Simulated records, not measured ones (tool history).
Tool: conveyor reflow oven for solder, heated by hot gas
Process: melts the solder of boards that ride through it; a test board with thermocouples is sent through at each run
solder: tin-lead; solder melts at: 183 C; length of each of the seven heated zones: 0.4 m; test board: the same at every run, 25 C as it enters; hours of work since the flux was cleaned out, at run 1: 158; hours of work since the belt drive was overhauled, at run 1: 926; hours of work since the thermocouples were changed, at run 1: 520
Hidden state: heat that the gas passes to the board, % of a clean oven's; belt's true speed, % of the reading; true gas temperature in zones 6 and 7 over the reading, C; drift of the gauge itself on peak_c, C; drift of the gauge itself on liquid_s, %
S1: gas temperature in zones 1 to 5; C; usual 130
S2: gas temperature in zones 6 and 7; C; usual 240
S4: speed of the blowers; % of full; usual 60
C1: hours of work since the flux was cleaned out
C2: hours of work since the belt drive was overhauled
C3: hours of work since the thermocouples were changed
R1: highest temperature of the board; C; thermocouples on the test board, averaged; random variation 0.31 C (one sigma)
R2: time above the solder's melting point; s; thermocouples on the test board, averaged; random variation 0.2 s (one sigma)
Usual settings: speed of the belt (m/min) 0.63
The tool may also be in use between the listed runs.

Run 1, hour 0: usual settings; C1 158; C2 926; C3 520. Result: R1 222.2 C, R2 59.4 s.
Run 2, hour 39.3: usual settings; C1 180; C2 948; C3 542. Result: R1 222.4 C, R2 59.2 s.
Run 3, hour 68.5: usual settings but S1 137 C; C1 196; C2 965; C3 558. Result: R1 222.8 C, R2 62.5 s.
Run 4, hour 117.1: usual settings but S1 137 C; C1 224; C2 992; C3 586. Result: R1 222.7 C, R2 62.3 s.
Run 5, hour 155.8: usual settings but speed of the belt (m/min) 0.509; C1 246; C2 1014; C3 608. Result: R1 228 C, R2 79.7 s.
Run 6, hour 190.1: usual settings but speed of the belt (m/min) 0.509; C1 265; C2 1034; C3 627. Result: R1 227.3 C, R2 79.2 s.
Run 7, hour 228.8: usual settings but speed of the belt (m/min) 0.509; C1 287; C2 1056; C3 649. Result: R1 227.3 C, R2 79.3 s.
Run 8, hour 271: usual settings but S2 251 C; C1 311; C2 1080; C3 673. Result: R1 230.4 C, R2 65 s.
At hour 297.4: flux residue cleaned out of gas plates and filters.
Run 9, hour 328: usual settings but S2 251 C; C1 17; C2 1109; C3 703. Result: R1 233.1 C, R2 66.3 s.
Run 10, hour 384.8: usual settings; C1 50; C2 1141; C3 735. Result: R1 222.2 C, R2 60.1 s.
Run 11, hour 425.8: usual settings; C1 73; C2 1165; C3 758. Result: R1 222.2 C, R2 59.7 s.
Run 12, hour 456.8: usual settings; C1 90; C2 1182; C3 776. Result: R1 221.5 C, R2 59.8 s.
Run 13, hour 504.9: usual settings; C1 118; C2 1210; C3 803. Result: R1 222.1 C, R2 59.8 s.
Run 14, hour 543.1: usual settings; C1 139; C2 1231; C3 825. Result: R1 222.3 C, R2 59.5 s.
At hour 572: thermocouples of zones 6 and 7 changed.
Run 15, hour 592.4: usual settings; C1 166; C2 1258; C3 12. Result: R1 223.8 C, R2 61.1 s.
At hour 621.1: belt drive overhauled, speed set with a stopwatch.
Run 16, hour 625: usual settings but S1 140 C, S2 231 C, speed of the belt (m/min) 0.543, S4 84 % of full; C1 183; C2 2; C3 28. Result: R1 223.6 C, R2 74.3 s.
Run 17, hour 666.2: usual settings but S1 144 C, S2 243 C, speed of the belt (m/min) 0.549, S4 52 % of full; C1 206; C2 26; C3 51. Result: R1 229.8 C, R2 78.1 s.
Run 18, hour 709.9: usual settings but S1 145 C, S2 242 C, speed of the belt (m/min) 0.714; C1 231; C2 50; C3 76. Result: R1 221.8 C, R2 55.7 s.
Run 19, hour 748.4: usual settings but S1 145 C, S2 242 C, speed of the belt (m/min) 0.714; C1 253; C2 72; C3 98. Result: R1 222.5 C, R2 55.6 s.
Run 20, hour 804.8: usual settings but S1 145 C, S2 242 C, speed of the belt (m/min) 0.714; C1 285; C2 104; C3 130. Result: R1 221.8 C, R2 55.6 s.
Run 21, hour 839.7: usual settings but S1 145 C, S2 242 C, speed of the belt (m/min) 0.714; C1 304; C2 124; C3 150. Result: R1 222.3 C, R2 55.3 s.
At hour 878.2: flux residue cleaned out of gas plates and filters.
Run 22, hour 881.9: usual settings but S1 145 C, S2 242 C, speed of the belt (m/min) 0.714, S4 77 % of full; C1 2; C2 145; C3 171. Result: R1 227.6 C, R2 59.2 s.
Run 23, hour 931.8: usual settings but S2 228 C, speed of the belt (m/min) 0.72; C1 30; C2 174; C3 199. Result: R1 207.5 C, R2 40.6 s.
Run 24, hour 979.4: usual settings but S1 122 C, S2 234 C, speed of the belt (m/min) 0.72; C1 57; C2 201; C3 226. Result: R1 212.1 C, R2 41 s.
Run 25, hour 1022.3: usual settings but S1 133 C, S2 252 C, S4 68 % of full; C1 82; C2 225; C3 251. Result: R1 236.5 C, R2 67.9 s.
Run 26, hour 1057.3: usual settings but S1 133 C, S2 252 C, S4 88 % of full; C1 102; C2 245; C3 270. Result: R1 239.9 C, R2 69.1 s.
Run 27, hour 1097.3: usual settings but S1 133 C, S2 252 C, speed of the belt (m/min) 0.644, S4 88 % of full; C1 124; C2 267; C3 293. Result: R1 238.9 C, R2 67.7 s.
Run 28, hour 1123.5: usual settings but S1 133 C, S2 252 C, speed of the belt (m/min) 0.644, S4 88 % of full; C1 139; C2 282; C3 308. Result: R1 239 C, R2 67.7 s.
Run 29, hour 1158.1: usual settings but S1 133 C, S2 244 C, speed of the belt (m/min) 0.508, S4 88 % of full; C1 159; C2 302; C3 328. Result: R1 236 C, R2 85.1 s.

3 ways to go on from here, each from the tool as it stands after run 29. What would each give?
Run A, hour 1202.1: usual settings but S1 133 C, S2 244 C, speed of the belt (m/min) 0.725, S4 88 % of full; C1 184; C2 327; C3 353. Result: R1 ?, R2 ?.
Run B, hour 1202.1: usual settings but S1 133 C, S2 234 C, speed of the belt (m/min) 0.556, S4 87 % of full; C1 184; C2 327; C3 353. Result: R1 ?, R2 ?.
Run C, hour 1202.1: usual settings but S1 133 C, S2 245 C, speed of the belt (m/min) 0.508, S4 88 % of full; C1 184; C2 327; C3 353. Result: R1 ?, R2 ?.

run     R1    R2
  A  226.9  54.6
  B  224.7  71.1
  C  237.2  85.3
Without the tool's hidden state the same runs would have given:
run     R1    R2
  A  229.4  55.6
  B  226.6  72.2
  C  239.1  85.8
